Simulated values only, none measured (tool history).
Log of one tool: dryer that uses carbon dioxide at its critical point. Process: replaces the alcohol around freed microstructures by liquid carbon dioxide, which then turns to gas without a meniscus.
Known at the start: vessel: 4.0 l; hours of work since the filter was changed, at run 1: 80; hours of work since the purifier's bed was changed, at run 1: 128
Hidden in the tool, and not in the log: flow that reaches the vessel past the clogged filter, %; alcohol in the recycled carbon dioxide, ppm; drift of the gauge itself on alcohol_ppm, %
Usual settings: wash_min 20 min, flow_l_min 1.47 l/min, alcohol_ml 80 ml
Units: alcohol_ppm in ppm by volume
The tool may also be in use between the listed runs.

run	hour	wash_min	flow_l_min	alcohol_ml	hours of work since the filter was changed	hours of work since the purifier's bed was changed	alcohol_ppm
1	0	20	1.47	80	80	128	42
2	17.8	20	1.47	22	93	141	31
3	33.2	20	1.47	22	104	152	30
4	46.4	20	1.47	22	114	162	31
5	64.9	20	1.47	22	128	176	31
6	85.6	20	1.47	84	143	191	49
7	99.9	20	1.47	80	154	202	51
8	115.4	20	1.47	80	165	213	54
9	130.1	20	1.58	80	176	224	41
10	150.1	20	1.58	80	191	239	48
11	163.9	16	1.47	80	201	249	149
12	179.5	14	1.47	80	213	261	245
13	198.9	14	1.47	80	227	275	256
14	210.2	20	1.47	80	235	283	66
15	224.8	20	1.47	42	246	294	52
16	243.1	20	1.47	42	260	308	53
17	259.2	20	1.47	42	272	320	55
18	276.8	20	1.47	42	285	333	63
19	293.9	20	1.47	42	297	345	67
20	309	14	1.42	43	309	356	182
21	321.5	22	1.61	20	318	366	47
22	336.7	19	1.88	27	329	377	54
23	350	19	1.88	114	339	387	69
24	363.9	15	1.92	39	349	397	75
25	375.7	15	1.38	73	358	406	291
26	393.4	15	1.38	73	371	419	295
27	406	19	0.91	109	380	428	727
28	415.4	20	1.47	62	387	435	83
29	435.6	16	1.36	80	402	450	283
30	444.6	12	1.47	33	409	457	273
31	456.6	29	2.19	80	418	466	52
32	471.6	29	2.19	80	429	477	59
33	490.1	29	2.19	80	443	491	52
34	510.1	29	2.19	80	457	505	60
35	528.9	24	1.47	22	471	519	58
36	549	24	1.47	22	486	534	61
37	568.2	18	1.51	35	500	548	99

5 ways to go on from here, each from the tool as it stands after run 37. What would each give?
A	580.6	29	2.14	35	510	557	?
B	580.6	20	1.04	29	510	557	?
C	580.6	12	2.09	25	510	557	?
D	580.6	20	1.38	80	510	557	?
E	580.6	17	1.45	80	510	557	?

run	alcohol_ppm
A	71
B	170
C	109
D	140
E	220
Without the tool's hidden state the same runs would have given:
run	alcohol_ppm
A	11
B	47
C	22
D	24
E	66
